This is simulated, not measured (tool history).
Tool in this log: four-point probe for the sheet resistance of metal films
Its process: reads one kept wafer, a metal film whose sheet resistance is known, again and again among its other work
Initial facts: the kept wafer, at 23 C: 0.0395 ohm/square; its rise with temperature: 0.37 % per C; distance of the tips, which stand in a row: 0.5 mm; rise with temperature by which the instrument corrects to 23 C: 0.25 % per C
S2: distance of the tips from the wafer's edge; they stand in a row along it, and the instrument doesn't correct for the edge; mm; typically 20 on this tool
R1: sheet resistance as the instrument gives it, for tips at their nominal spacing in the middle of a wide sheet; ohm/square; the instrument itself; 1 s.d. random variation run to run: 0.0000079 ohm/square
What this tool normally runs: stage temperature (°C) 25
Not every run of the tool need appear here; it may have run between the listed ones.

run 1 hour=0 | stage_temperature_(°C)=25 S2=20 | R1=0.039897
run 2 hour=22.1 | stage_temperature_(°C)=25 S2=20 | R1=0.039906
run 3 hour=46.6 | stage_temperature_(°C)=25 S2=7 | R1=0.040003
run 4 hour=70.8 | stage_temperature_(°C)=25 S2=7 | R1=0.039995
run 5 hour=105.9 | stage_temperature_(°C)=25 S2=7 | R1=0.040011
run 6 hour=146.3 | stage_temperature_(°C)=25 S2=7 | R1=0.040025
run 7 hour=168.6 | stage_temperature_(°C)=25 S2=7 | R1=0.040018
run 8 hour=189.1 | stage_temperature_(°C)=25 S2=12 | R1=0.039955
run 9 hour=209.2 | stage_temperature_(°C)=25 S2=12 | R1=0.039956
run 10 hour=229.6 | stage_temperature_(°C)=25 S2=12 | R1=0.039955
run 11 hour=248.1 | stage_temperature_(°C)=25 S2=10 | R1=0.039967
run 12 hour=281.6 | stage_temperature_(°C)=28 S2=10 | R1=0.040108
run 13 hour=308 | stage_temperature_(°C)=28 S2=10 | R1=0.04012
run 14 hour=336 | stage_temperature_(°C)=28 S2=7 | R1=0.040171
run 15 hour=353.8 | stage_temperature_(°C)=21 S2=20 | R1=0.039778
run 16 hour=393.6 | stage_temperature_(°C)=25 S2=20 | R1=0.039959
run 17 hour=412.3 | stage_temperature_(°C)=25 S2=20 | R1=0.039963
run 18 hour=431.7 | stage_temperature_(°C)=25 S2=74 | R1=0.039944
run 19 hour=459.5 | stage_temperature_(°C)=25 S2=20 | R1=0.039972
run 20 hour=486.3 | stage_temperature_(°C)=25 S2=20 | R1=0.039976
run 21 hour=517.4 | stage_temperature_(°C)=25 S2=20 | R1=0.039964
run 22 hour=539.9 | stage_temperature_(°C)=25 S2=12 | R1=0.040012
run 23 hour=575.5 | stage_temperature_(°C)=24 S2=7 | R1=0.040047
run 24 hour=595 | stage_temperature_(°C)=25 S2=47 | R1=0.039982
run 25 hour=624.2 | stage_temperature_(°C)=25 S2=47 | R1=0.03999
run 26 hour=643.9 | stage_temperature_(°C)=21 S2=4 | R1=0.040149
run 27 hour=674.8 | stage_temperature_(°C)=21 S2=4 | R1=0.040146
run 28 hour=712.2 | stage_temperature_(°C)=27 S2=47 | R1=0.04008
run 29 hour=745.5 | stage_temperature_(°C)=24 S2=5 | R1=0.040174
run 30 hour=772.9 | stage_temperature_(°C)=25 S2=8 | R1=0.040073
run 31 hour=802 | stage_temperature_(°C)=27 S2=17 | R1=0.040111
-- hour=819.5 new probe head fitted
run 32 hour=835.5 | stage_temperature_(°C)=25 S2=51 | R1=0.039673
run 33 hour=857.1 | stage_temperature_(°C)=24 S2=18 | R1=0.039635
run 34 hour=879.7 | stage_temperature_(°C)=32 S2=8 | R1=0.040056
run 35 hour=908.9 | stage_temperature_(°C)=32 S2=8 | R1=0.040059
run 36 hour=947.7 | stage_temperature_(°C)=23 S2=34 | R1=0.039615
run 37 hour=984.1 | stage_temperature_(°C)=30 S2=43 | R1=0.039902
run 38 hour=1000.4 | stage_temperature_(°C)=34 S2=31 | R1=0.040084
run 39 hour=1019.4 | stage_temperature_(°C)=19 S2=11 | R1=0.039476
run 40 hour=1047.7 | stage_temperature_(°C)=26 S2=20 | R1=0.039746
run 41 hour=1080.1 | stage_temperature_(°C)=24 S2=18 | R1=0.039675
run 42 hour=1096.7 | stage_temperature_(°C)=21 S2=62 | R1=0.039538
run 43 hour=1136.3 | stage_temperature_(°C)=22 S2=5 | R1=0.039796
run 44 hour=1154 | stage_temperature_(°C)=28 S2=31 | R1=0.03986

Pick out some run-to-run changes in R1. Of each, how much would a tool without hidden state show as well, from the settings, what came in and chance, and how much is left for the hidden state and any gauge scatter not in both results compared?
The tool's hidden condition here consists of: inner tips' distance over the nominal, %; tips' flats over new ones', %; wafer's true temperature over the reading, C; drift of the gauge itself on sheet_ohm, %.
Run 4 -> 5: no setting changed, nothing entered. R1 +0.000016 ohm/square: hidden state +0.000006, all else +0.00001.
Run 28 -> 29: stage temperature (°C) 27 -> 24, S2 47 -> 5. R1 +0.000094 ohm/square: hidden state +0.000007, all else +0.000087.
Run 31 -> 32: stage temperature (°C) 27 -> 25, S2 17 -> 51, new probe head fitted. R1 -0.000438 ohm/square: hidden state -0.000335, all else -0.000103.
Run 35 -> 36: stage temperature (°C) 32 -> 23, S2 8 -> 34. R1 -0.000444 ohm/square: hidden state +0.000006, all else -0.00045.
Run 38 -> 39: stage temperature (°C) 34 -> 19, S2 31 -> 11. R1 -0.000608 ohm/square: hidden state +0.000004, all else -0.000612.

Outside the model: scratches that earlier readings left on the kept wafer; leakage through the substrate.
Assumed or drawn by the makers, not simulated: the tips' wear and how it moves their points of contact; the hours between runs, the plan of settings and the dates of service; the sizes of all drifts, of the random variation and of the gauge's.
